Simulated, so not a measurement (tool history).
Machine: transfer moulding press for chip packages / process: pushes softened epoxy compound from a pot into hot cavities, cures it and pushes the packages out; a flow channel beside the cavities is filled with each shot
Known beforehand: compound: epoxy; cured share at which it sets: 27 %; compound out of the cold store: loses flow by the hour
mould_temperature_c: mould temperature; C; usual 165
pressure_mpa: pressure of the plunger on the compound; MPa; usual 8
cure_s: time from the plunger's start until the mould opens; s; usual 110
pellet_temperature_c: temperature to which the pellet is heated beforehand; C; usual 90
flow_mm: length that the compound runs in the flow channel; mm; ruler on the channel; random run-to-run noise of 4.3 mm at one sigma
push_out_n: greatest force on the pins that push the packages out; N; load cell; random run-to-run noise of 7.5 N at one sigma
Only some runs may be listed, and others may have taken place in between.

| run | hour | mould_temperature_c | pressure_mpa | cure_s | pellet_temperature_c | incoming compound's hours out of the cold store | flow_mm | push_out_n |
|---|---|---|---|---|---|---|---|---|
| 1 | 0 | 165 | 8 | 110 | 90 | 42.2 | 471 | 447 |
| 2 | 23.4 | 165 | 8 | 110 | 90 | 15.7 | 548 | 509 |
| 3 | 39.3 | 165 | 8 | 110 | 90 | 26.3 | 510 | 506 |
| 4 | 63.5 | 165 | 8 | 121 | 90 | 28.7 | 509 | 484 |
|  | 75.6 | cavities cleaned with cleaning compound and waxed |
| 5 | 83.3 | 165 | 8 | 121 | 90 | 42.1 | 464 | 332 |
| 6 | 105.4 | 165 | 8 | 110 | 92 | 25.9 | 502 | 432 |
| 7 | 129.6 | 165 | 8 | 110 | 92 | 27.8 | 499 | 479 |
|  | 148.9 | plunger's sealing rings changed |
| 8 | 157.7 | 165 | 8 | 110 | 90 | 42.6 | 485 | 477 |
| 9 | 181.1 | 165 | 8 | 110 | 90 | 36 | 506 | 534 |
| 10 | 195.5 | 165 | 8 | 110 | 90 | 34.3 | 509 | 525 |
|  | 201.5 | cavities cleaned with cleaning compound and waxed |
| 11 | 223.8 | 165 | 8 | 110 | 90 | 16.7 | 560 | 417 |
|  | 227.9 | mould's thermocouples calibrated |
| 12 | 241.9 | 165 | 8 | 110 | 90 | 38.1 | 492 | 446 |
| 13 | 259.6 | 165 | 8.7 | 91 | 99 | 14.9 | 591 | 648 |
| 14 | 271.7 | 165 | 9.85 | 91 | 99 | 40 | 541 | 642 |
|  | 285.9 | mould's thermocouples calibrated, once more |
| 15 | 292.4 | 168 | 7.42 | 110 | 90 | 45.9 | 444 | 473 |
| 16 | 311.4 | 164 | 7.44 | 137 | 90 | 19.4 | 528 | 479 |
| 17 | 323.2 | 164 | 7.44 | 137 | 90 | 17.3 | 536 | 463 |
|  | 329.1 | cavities cleaned with cleaning compound and waxed |
| 18 | 346.6 | 164 | 7.44 | 137 | 94 | 46.2 | 447 | 342 |
| 19 | 372.2 | 164 | 7.44 | 137 | 94 | 10.2 | 550 | 405 |
| 20 | 383.5 | 165 | 9.07 | 128 | 85 | 35.6 | 516 | 421 |
| 21 | 404.3 | 165 | 9.07 | 128 | 85 | 24.6 | 551 | 453 |
| 22 | 425.3 | 165 | 9.33 | 102 | 90 | 13.3 | 596 | 566 |
| 23 | 441.7 | 163 | 6.44 | 105 | 83 | 11.9 | 505 | 618 |
|  | 453.1 | cavities cleaned with cleaning compound and waxed |
| 24 | 469.7 | 165 | 8 | 109 | 90 | 29.7 | 502 | 380 |

Subtracting, for every run, the result it would have given without the tool's unlogged condition from the measured result gives the following. The same run-to-run variation enters both numbers; the gauge's scatter may not:
What the log doesn't record here: true mould temperature over the reading, C; pressure that reaches the compound, % of what is set; grip of the stained cavities, % over clean ones'; drift of the gauge itself on flow_mm, %; drift of the gauge itself on push_out_n, %.
| run | flow_mm | push_out_n |
|---|---|---|
| 1 | -18 | +138 |
| 2 | -24 | +182 |
| 3 | -24 | +190 |
| 4 | -26 | +188 |
| 5 | -25 | +34 |
| 6 | -29 | +108 |
| 7 | -31 | +155 |
| 8 | +0 | +175 |
| 9 | -1 | +204 |
| 10 | -2 | +210 |
| 11 | -5 | +93 |
| 12 | -5 | +130 |
| 13 | -8 | +238 |
| 14 | -8 | +245 |
| 15 | -9 | +172 |
| 16 | -14 | +184 |
| 17 | -15 | +182 |
| 18 | -13 | +54 |
| 19 | -19 | +110 |
| 20 | -19 | +129 |
| 21 | -22 | +154 |
| 22 | -26 | +209 |
| 23 | -23 | +239 |
| 24 | -25 | +65 |
